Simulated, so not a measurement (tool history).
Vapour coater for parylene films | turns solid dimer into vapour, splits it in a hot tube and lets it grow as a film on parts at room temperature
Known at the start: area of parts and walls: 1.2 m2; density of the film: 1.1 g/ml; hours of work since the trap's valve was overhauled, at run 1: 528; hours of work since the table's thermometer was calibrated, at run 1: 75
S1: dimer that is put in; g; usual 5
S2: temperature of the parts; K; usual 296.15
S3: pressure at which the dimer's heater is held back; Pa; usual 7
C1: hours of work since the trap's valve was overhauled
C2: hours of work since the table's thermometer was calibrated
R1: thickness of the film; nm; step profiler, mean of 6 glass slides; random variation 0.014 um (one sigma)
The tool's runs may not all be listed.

Run 1, hour 0: usual settings; C1 528; C2 75. Result: R1 1760 nm.
Run 2, hour 9.2: usual settings; C1 533; C2 80. Result: R1 1750 nm.
Run 3, hour 23.1: usual settings; C1 542; C2 89. Result: R1 1740 nm.
Run 4, hour 32.4: usual settings but S1 3 g; C1 548; C2 95. Result: R1 1050 nm.
Run 5, hour 45.7: usual settings but S1 8 g; C1 556; C2 103. Result: R1 2780 nm.
Run 6, hour 59.1: usual settings but S2 303.15 K; C1 564; C2 111. Result: R1 1560 nm.
Run 7, hour 76.5: usual settings but S2 299.15 K; C1 575; C2 122. Result: R1 1650 nm.
Run 8, hour 88.4: usual settings but S2 299.15 K; C1 582; C2 129. Result: R1 1660 nm.
Run 9, hour 104.6: usual settings but S2 307.15 K; C1 592; C2 139. Result: R1 1460 nm.
At hour 118.2: trap's valve overhauled.
Run 10, hour 122.5: usual settings; C1 3; C2 148. Result: R1 1750 nm.
Run 11, hour 140.2: usual settings; C1 14; C2 158. Result: R1 1740 nm.
Run 12, hour 160: usual settings; C1 26; C2 171. Result: R1 1760 nm.
Run 13, hour 179.3: usual settings; C1 38; C2 183. Result: R1 1750 nm.
Run 14, hour 200.7: usual settings but S1 4 g, S2 290.15 K, S3 10.55 Pa; C1 51; C2 196. Result: R1 1410 nm.
Run 15, hour 217: usual settings but S1 4 g, S2 290.15 K, S3 10.55 Pa; C1 61; C2 206. Result: R1 1380 nm.
Run 16, hour 236: usual settings but S2 306.15 K, S3 5.46 Pa; C1 73; C2 217. Result: R1 1570 nm.
Run 17, hour 246.7: usual settings but S1 9 g, S2 289.15 K, S3 2.32 Pa; C1 79; C2 224. Result: R1 4560 nm.
Run 18, hour 268.7: usual settings but S1 2 g, S2 289.15 K, S3 2.32 Pa; C1 93; C2 238. Result: R1 1000 nm.
Run 19, hour 287.5: usual settings but S1 2 g, S2 289.15 K, S3 2.32 Pa; C1 104; C2 249. Result: R1 1000 nm.
Run 20, hour 301: usual settings but S1 9 g, S2 295.15 K; C1 113; C2 257. Result: R1 3210 nm.
Run 21, hour 319.5: usual settings but S1 9 g, S2 295.15 K; C1 124; C2 269. Result: R1 3180 nm.
Run 22, hour 330.7: usual settings but S1 9 g, S2 295.15 K; C1 131; C2 276. Result: R1 3170 nm.
Run 23, hour 351.4: usual settings but S1 2 g, S2 292.15 K, S3 8.27 Pa; C1 144; C2 289. Result: R1 710 nm.
Run 24, hour 365: usual settings but S1 2 g, S2 303.15 K, S3 3.45 Pa; C1 152; C2 297. Result: R1 740 nm.
Run 25, hour 381.8: usual settings but S1 2 g, S2 302.15 K, S3 5.94 Pa; C1 162; C2 307. Result: R1 650 nm.
Run 26, hour 393.7: usual settings but S1 2 g, S2 302.15 K, S3 5.94 Pa; C1 170; C2 315. Result: R1 670 nm.

Forecast each of these 3 alternatives for the next run:
Run A, hour 404.5: usual settings but S2 291.15 K, S3 9.85 Pa; C1 176; C2 321. Result: R1 ?.
Run B, hour 404.5: usual settings but S1 2 g, S2 305.15 K, S3 5.94 Pa; C1 176; C2 321. Result: R1 ?.
Run C, hour 404.5: usual settings but S1 9 g, S2 302.15 K, S3 5.94 Pa; C1 176; C2 321. Result: R1 ?.

run    R1
  A  1720
  B   630
  C  2990
Without the tool's hidden state the same runs would have given:
run    R1
  A  1720
  B   630
  C  3000

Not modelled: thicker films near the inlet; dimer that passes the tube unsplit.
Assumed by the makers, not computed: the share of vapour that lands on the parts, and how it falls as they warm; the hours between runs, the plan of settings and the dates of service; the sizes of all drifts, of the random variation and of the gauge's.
